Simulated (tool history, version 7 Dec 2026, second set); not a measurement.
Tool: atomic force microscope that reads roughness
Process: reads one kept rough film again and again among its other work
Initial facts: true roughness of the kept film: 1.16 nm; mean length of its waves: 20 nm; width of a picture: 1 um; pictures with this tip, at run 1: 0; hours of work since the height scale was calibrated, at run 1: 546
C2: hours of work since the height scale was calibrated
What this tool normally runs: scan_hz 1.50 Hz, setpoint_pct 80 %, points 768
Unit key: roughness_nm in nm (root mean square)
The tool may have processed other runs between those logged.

{"run": 1, "hour": 0.0, "scan_hz": 1.5, "setpoint_pct": 80, "points": 768, "pictures with this tip": 0, "C2": 546, "roughness_nm": 0.958}
{"run": 2, "hour": 15.9, "scan_hz": 1.5, "setpoint_pct": 80, "points": 768, "pictures with this tip": 16, "C2": 554, "roughness_nm": 0.869}
{"run": 3, "hour": 27.7, "scan_hz": 1.5, "setpoint_pct": 80, "points": 258, "pictures with this tip": 27, "C2": 560, "roughness_nm": 0.797}
{"run": 4, "hour": 52.9, "scan_hz": 1.5, "setpoint_pct": 80, "points": 257, "pictures with this tip": 51, "C2": 573, "roughness_nm": 0.704}
{"hour": 67.5, "done": "new tip fitted"}
{"run": 5, "hour": 77.4, "scan_hz": 1.5, "setpoint_pct": 80, "points": 257, "pictures with this tip": 9, "C2": 585, "roughness_nm": 0.869}
{"run": 6, "hour": 92.9, "scan_hz": 1.5, "setpoint_pct": 80, "points": 768, "pictures with this tip": 24, "C2": 593, "roughness_nm": 0.819}
{"run": 7, "hour": 108.0, "scan_hz": 1.5, "setpoint_pct": 80, "points": 768, "pictures with this tip": 39, "C2": 601, "roughness_nm": 0.774}
{"run": 8, "hour": 129.3, "scan_hz": 1.5, "setpoint_pct": 80, "points": 768, "pictures with this tip": 59, "C2": 612, "roughness_nm": 0.692}
{"hour": 134.2, "done": "new tip fitted"}
{"run": 9, "hour": 151.1, "scan_hz": 1.5, "setpoint_pct": 80, "points": 768, "pictures with this tip": 16, "C2": 623, "roughness_nm": 0.885}
{"run": 10, "hour": 170.0, "scan_hz": 1.5, "setpoint_pct": 80, "points": 768, "pictures with this tip": 34, "C2": 633, "roughness_nm": 0.8}
{"run": 11, "hour": 191.5, "scan_hz": 1.5, "setpoint_pct": 80, "points": 768, "pictures with this tip": 55, "C2": 644, "roughness_nm": 0.728}
{"hour": 202.5, "done": "new tip fitted"}
{"run": 12, "hour": 216.5, "scan_hz": 0.92, "setpoint_pct": 80, "points": 478, "pictures with this tip": 13, "C2": 656, "roughness_nm": 0.909}

Predict the results of run 13:
{"run": 13, "hour": 234.7, "scan_hz": 0.92, "setpoint_pct": 80, "points": 497, "pictures with this tip": 31, "C2": 666, "roughness_nm": "?"}

roughness_nm: 0.828 nm (root mean square)
If the tool had no hidden condition, the same run with the same run-to-run variation would have returned roughness_nm 0.985 nm (root mean square).

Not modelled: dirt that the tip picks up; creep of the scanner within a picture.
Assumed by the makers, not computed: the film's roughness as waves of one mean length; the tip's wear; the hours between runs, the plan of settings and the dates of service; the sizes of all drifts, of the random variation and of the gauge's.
